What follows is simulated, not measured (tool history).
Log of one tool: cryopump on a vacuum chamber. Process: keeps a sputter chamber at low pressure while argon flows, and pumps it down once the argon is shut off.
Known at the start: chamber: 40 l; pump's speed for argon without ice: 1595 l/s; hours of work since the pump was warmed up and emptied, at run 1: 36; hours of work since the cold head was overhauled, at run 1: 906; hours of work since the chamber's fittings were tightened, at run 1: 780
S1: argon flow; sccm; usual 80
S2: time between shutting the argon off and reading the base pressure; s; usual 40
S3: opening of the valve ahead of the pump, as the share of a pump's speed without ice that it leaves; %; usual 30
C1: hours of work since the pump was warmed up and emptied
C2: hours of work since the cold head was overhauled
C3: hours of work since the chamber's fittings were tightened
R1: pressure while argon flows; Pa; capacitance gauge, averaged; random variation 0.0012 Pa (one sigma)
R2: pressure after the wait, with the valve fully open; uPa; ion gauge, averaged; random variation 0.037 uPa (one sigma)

run     day   S1   S2  S3   C1    C2    C3      R1    R2
  1       0   80   40  30   36   906   780  0.2858  2.59
  2   2.046   80   40  30   72   942   816  0.2862  2.64
  3   3.492   80   40  30   98   968   842  0.2852  2.66
  4   5.588   80   80  30  135  1005   879  0.2875  1.72
  5    7.05   80   80  30  161  1031   905  0.2891  1.82
  6    8.25   80   80  30  182  1052   926  0.2897  1.77
  7   9.671   80   80  30  207  1077   951  0.2902  1.73
  8  11.646   53   40  30  241  1112   986  0.1935  2.82
  9  12.546   53   40  30  257  1127  1001  0.1954  2.81
 10  13.467   55   40  30  273  1144  1018   0.201  2.83
 11  15.171   55   40  30  304  1174  1048  0.2015  2.88
 12  16.821   55   40  30  333  1203  1077  0.2035  2.94
 13  18.933   55   40  30  370  1240  1114  0.2032  2.93
 14  20.842   55   40  30  403  1273  1147  0.2048  3.04
 15  22.496   55   40  30  432  1303  1177  0.2081  3.04
 16    23.7  104   40  30  454  1324  1198  0.3947  3.09
 17    25.4  104   40  30  484  1354  1228  0.3915  3.19
 18  26.758  104   40  30  508  1378  1252   0.396  3.17
 19  28.683  104   52  30  541  1411  1285   0.399  2.76
 20    29.9   80   30  54  563  1433  1307  0.1809  3.92
 21      31   78   40  17  582  1452  1326  0.5084  3.31
 22  32.108   44  268  17  602  1472  1346  0.2891  1.73
 23  33.021   80  238  21  618  1488  1362  0.4318  1.75
 24  34.904   80   59  16  651  1521  1395  0.5642  2.75
 25  37.038   80  295  30  688  1559  1433  0.3144  1.82
 26  38.958   80  295  30  722  1592  1466  0.3161  1.91
 27  40.342   80  295  30  747  1617  1491  0.3187  1.91
 28  41.971   80  295  30  775  1645  1519  0.3205  1.98
 29  44.117   80  295  30  813  1683  1557  0.3212  1.98
     45.771  -- pump warmed up, emptied and cooled again
 30  45.942   80  295  30    3  1712  1586  0.2831  1.49
 31   47.75   80   40  31   35  1744  1618  0.2767  3.24
 32  49.008   80   40  31   57  1766  1640  0.2769  3.17
 33  51.158  140   32  30   95  1803  1677  0.5052  3.79

Measured less the same run without the tool's hidden state. The same run-to-run variation is in both; the gauge's scatter may not be:
The hidden state here: pump's speed, % of a pump's without ice; cold plate's temperature, K; leak into the chamber, uPa l/s; drift of the gauge itself on working_pa, %; drift of the gauge itself on base_upa, %.
run       R1     R2
  1  +0.0023  +0.52
  2  +0.0035  +0.55
  3  +0.0044  +0.57
  4  +0.0058  +0.61
  5  +0.0068  +0.65
  6  +0.0077  +0.65
  7  +0.0087  +0.67
  8  +0.0067  +0.73
  9  +0.0071  +0.74
 10  +0.0078  +0.75
 11  +0.0087   +0.8
 12  +0.0096  +0.85
 13  +0.0105  +0.87
 14  +0.0116  +0.93
 15  +0.0125  +0.95
 16   +0.025  +0.99
 17  +0.0268  +1.04
 18  +0.0285  +1.08
 19  +0.0308  +1.11
 20  +0.0247  +1.16
 21  +0.0252  +1.18
 22  +0.0149  +1.24
 23   +0.028  +1.23
 24  +0.0301  +1.27
 25   +0.032  +1.37
 26  +0.0338  +1.46
 27  +0.0357  +1.46
 28  +0.0375  +1.55
 29    +0.04  +1.55
 30  +0.0017  +1.05
 31  +0.0029  +1.12
 32  +0.0036  +1.11
 33  +0.0088  +1.18

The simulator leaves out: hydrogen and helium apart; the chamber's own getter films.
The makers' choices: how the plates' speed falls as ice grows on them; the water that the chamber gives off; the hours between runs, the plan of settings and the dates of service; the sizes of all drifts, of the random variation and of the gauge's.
